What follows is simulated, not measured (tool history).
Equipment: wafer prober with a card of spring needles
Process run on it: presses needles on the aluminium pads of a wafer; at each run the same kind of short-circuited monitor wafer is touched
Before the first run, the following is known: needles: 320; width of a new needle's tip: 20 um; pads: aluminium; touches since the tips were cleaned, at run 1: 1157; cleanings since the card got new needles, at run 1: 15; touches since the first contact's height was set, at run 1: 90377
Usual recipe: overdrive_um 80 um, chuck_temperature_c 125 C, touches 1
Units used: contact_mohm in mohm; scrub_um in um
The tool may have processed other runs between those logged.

| run | day | overdrive_um | chuck_temperature_c | touches | touches since the tips were cleaned | cleanings since the card got new needles | touches since the first contact's height was set | contact_mohm | scrub_um |
|---|---|---|---|---|---|---|---|---|---|
| 1 | 0 | 80 | 125 | 1 | 1157 | 15 | 90377 | 303 | 15.28 |
| 2 | 0.325 | 80 | 74 | 1 | 2935 | 15 | 92155 | 353 | 15.45 |
| 3 | 0.621 | 80 | 74 | 1 | 4551 | 15 | 93771 | 394 | 15.23 |
|  | 0.738 | tips cleaned on abrasive film |
| 4 | 0.975 | 80 | 74 | 1 | 1303 | 16 | 95701 | 297 | 15.18 |
| 5 | 1.229 | 80 | 74 | 1 | 2691 | 16 | 97089 | 348 | 15.32 |
| 6 | 1.562 | 80 | 95 | 1 | 4518 | 16 | 98916 | 390 | 15.31 |
|  | 1.688 | tips cleaned on abrasive film |
| 7 | 1.9 | 96 | 95 | 1 | 1175 | 17 | 100755 | 277 | 18.36 |
| 8 | 2.288 | 96 | 95 | 1 | 3285 | 17 | 102865 | 323 | 18.45 |
|  | 2.642 | tips cleaned on abrasive film |
| 9 | 2.754 | 80 | 125 | 1 | 628 | 18 | 105407 | 296 | 15.28 |
| 10 | 3.021 | 80 | 125 | 1 | 2085 | 18 | 106864 | 338 | 15.37 |
| 11 | 3.317 | 80 | 125 | 1 | 3703 | 18 | 108482 | 379 | 15.11 |
|  | 3.596 | tips cleaned on abrasive film |
| 12 | 3.717 | 80 | 86 | 1 | 657 | 19 | 110653 | 280 | 15.25 |
| 13 | 4.188 | 80 | 68 | 1 | 3241 | 19 | 113237 | 365 | 15.3 |
|  | 4.554 | tips cleaned on abrasive film |
| 14 | 4.583 | 80 | 68 | 1 | 168 | 20 | 115393 | 258 | 15.35 |
| 15 | 4.933 | 88 | 71 | 2 | 2085 | 20 | 117310 | 275 | 16.84 |
|  | 4.979 | height of the first contact set anew |
| 16 | 5.221 | 60 | 37 | 2 | 3578 | 20 | 1326 | 403 | 11.12 |
|  | 5.517 | tips cleaned on abrasive film |
| 17 | 5.55 | 92 | 58 | 1 | 192 | 21 | 3121 | 243 | 17.37 |
| 18 | 5.875 | 99 | 58 | 1 | 1957 | 21 | 4886 | 286 | 18.76 |
| 19 | 6.3 | 94 | 40 | 2 | 4298 | 21 | 7227 | 291 | 17.88 |
|  | 6.479 | tips cleaned on abrasive film |
|  | 6.646 | height of the first contact set anew, once more |
| 20 | 6.8 | 94 | 40 | 3 | 1694 | 22 | 845 | 242 | 18.27 |
| 21 | 7.121 | 74 | 90 | 1 | 3461 | 22 | 2612 | 390 | 14.43 |
|  | 7.429 | tips cleaned on abrasive film |
| 22 | 7.483 | 80 | 34 | 2 | 306 | 23 | 4578 | 240 | 15.59 |
| 23 | 7.812 | 80 | 34 | 2 | 2098 | 23 | 6370 | 283 | 15.55 |
| 24 | 8.246 | 89 | 125 | 3 | 4480 | 23 | 8752 | 285 | 17.31 |
|  | 8.404 | tips cleaned on abrasive film |
| 25 | 8.654 | 80 | 57 | 1 | 1368 | 24 | 10972 | 304 | 15.51 |
| 26 | 9.133 | 80 | 90 | 2 | 3989 | 24 | 13593 | 329 | 15.56 |
|  | 9.346 | tips cleaned on abrasive film |
| 27 | 9.496 | 83 | 78 | 3 | 817 | 25 | 15556 | 249 | 16.2 |

Below are 3 alternative next runs, each starting from the tool's condition after run 27. Predict each:
| A | 9.842 | 80 | 125 | 1 | 2705 | 25 | 17444 | ? | ? |
| B | 9.842 | 75 | 85 | 3 | 2705 | 25 | 17444 | ? | ? |
| C | 9.842 | 83 | 78 | 2 | 2705 | 25 | 17444 | ? | ? |

| run | contact_mohm | scrub_um |
|---|---|---|
| A | 354 | 15.56 |
| B | 289 | 14.43 |
| C | 301 | 16.09 |
What these runs would have given with no unlogged condition in the tool:
| run | contact_mohm | scrub_um |
|---|---|---|
| A | 245 | 15.62 |
| B | 240 | 14.49 |
| C | 234 | 16.15 |

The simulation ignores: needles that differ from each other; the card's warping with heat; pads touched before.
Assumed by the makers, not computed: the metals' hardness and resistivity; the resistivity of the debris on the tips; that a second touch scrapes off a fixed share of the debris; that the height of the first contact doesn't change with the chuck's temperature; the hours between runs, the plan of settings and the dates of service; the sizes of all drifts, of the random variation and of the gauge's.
